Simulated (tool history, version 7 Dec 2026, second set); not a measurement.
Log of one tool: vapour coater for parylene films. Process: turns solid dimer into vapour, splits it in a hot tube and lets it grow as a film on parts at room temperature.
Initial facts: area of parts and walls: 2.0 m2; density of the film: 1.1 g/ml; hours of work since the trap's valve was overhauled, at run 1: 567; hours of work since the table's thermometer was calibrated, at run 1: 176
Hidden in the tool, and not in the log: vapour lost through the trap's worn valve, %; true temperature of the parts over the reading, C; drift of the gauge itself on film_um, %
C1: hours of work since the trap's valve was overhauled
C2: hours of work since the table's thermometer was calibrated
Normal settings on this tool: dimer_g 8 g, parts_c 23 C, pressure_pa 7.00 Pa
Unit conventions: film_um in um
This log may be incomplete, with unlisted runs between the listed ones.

Run 1, day 0.000: usual settings; C1 567; C2 176. Result: film_um 1.59 um.
Run 2, day 0.492: usual settings; C1 573; C2 182. Result: film_um 1.59 um.
Run 3, day 0.833: usual settings; C1 577; C2 186. Result: film_um 1.60 um.
Run 4, day 1.517: usual settings but pressure_pa 4.90 Pa; C1 585; C2 194. Result: film_um 1.67 um.
Run 5, day 1.979: usual settings but parts_c 21 C; C1 590; C2 199. Result: film_um 1.75 um.
Run 6, day 2.725: usual settings; C1 599; C2 208. Result: film_um 1.61 um.
Run 7, day 3.450: usual settings; C1 607; C2 216. Result: film_um 1.59 um.
Run 8, day 3.867: usual settings but dimer_g 9 g; C1 612; C2 221. Result: film_um 1.80 um.
Run 9, day 4.654: usual settings but dimer_g 9 g; C1 622; C2 230. Result: film_um 1.77 um.
Run 10, day 5.104: usual settings but parts_c 16 C; C1 627; C2 236. Result: film_um 2.15 um.
At day 5.325: trap's valve overhauled.
Run 11, day 5.817: usual settings but parts_c 16 C; C1 6; C2 242. Result: film_um 2.12 um.
Run 12, day 6.504: usual settings but pressure_pa 8.68 Pa; C1 14; C2 250. Result: film_um 1.50 um.
Run 13, day 6.879: usual settings but parts_c 15 C, pressure_pa 8.68 Pa; C1 18; C2 254. Result: film_um 2.17 um.
Run 14, day 7.438: usual settings but parts_c 15 C, pressure_pa 8.68 Pa; C1 25; C2 261. Result: film_um 2.18 um.
At day 8.329: trap's valve overhauled, once more.
Run 15, day 8.329: usual settings; C1 0; C2 269. Result: film_um 1.74 um.
Run 16, day 8.950: usual settings; C1 7; C2 277. Result: film_um 1.73 um.
Run 17, day 9.358: usual settings; C1 12; C2 281. Result: film_um 1.73 um.
Run 18, day 10.008: usual settings; C1 20; C2 289. Result: film_um 1.73 um.
Run 19, day 10.412: usual settings but dimer_g 9 g, parts_c 16 C, pressure_pa 5.91 Pa; C1 24; C2 294. Result: film_um 2.71 um.
Run 20, day 10.792: usual settings but dimer_g 3 g, parts_c 20 C; C1 29; C2 298. Result: film_um 0.73 um.
Run 21, day 11.388: usual settings but dimer_g 3 g, parts_c 15 C, pressure_pa 2.54 Pa; C1 36; C2 305. Result: film_um 1.04 um.
Run 22, day 12.067: usual settings but dimer_g 3 g, parts_c 15 C, pressure_pa 2.54 Pa; C1 44; C2 313. Result: film_um 1.04 um.
Run 23, day 12.833: usual settings but dimer_g 10 g, parts_c 30 C, pressure_pa 2.39 Pa; C1 53; C2 322. Result: film_um 1.80 um.
Run 24, day 13.496: usual settings but dimer_g 3 g, parts_c 25 C; C1 60; C2 330. Result: film_um 0.59 um.
Run 25, day 14.217: usual settings but dimer_g 3 g, parts_c 25 C; C1 69; C2 338. Result: film_um 0.59 um.
Run 26, day 14.954: usual settings but dimer_g 3 g, parts_c 25 C; C1 77; C2 347. Result: film_um 0.61 um.

Run 27 is up next; what results do you expect?
Run 27, day 15.529: usual settings but dimer_g 3 g; C1 84; C2 353. Result: film_um ?.

film_um: 0.65 um
On a tool with no hidden condition, and with the same random variation, this run would have come out at film_um 0.66 um.
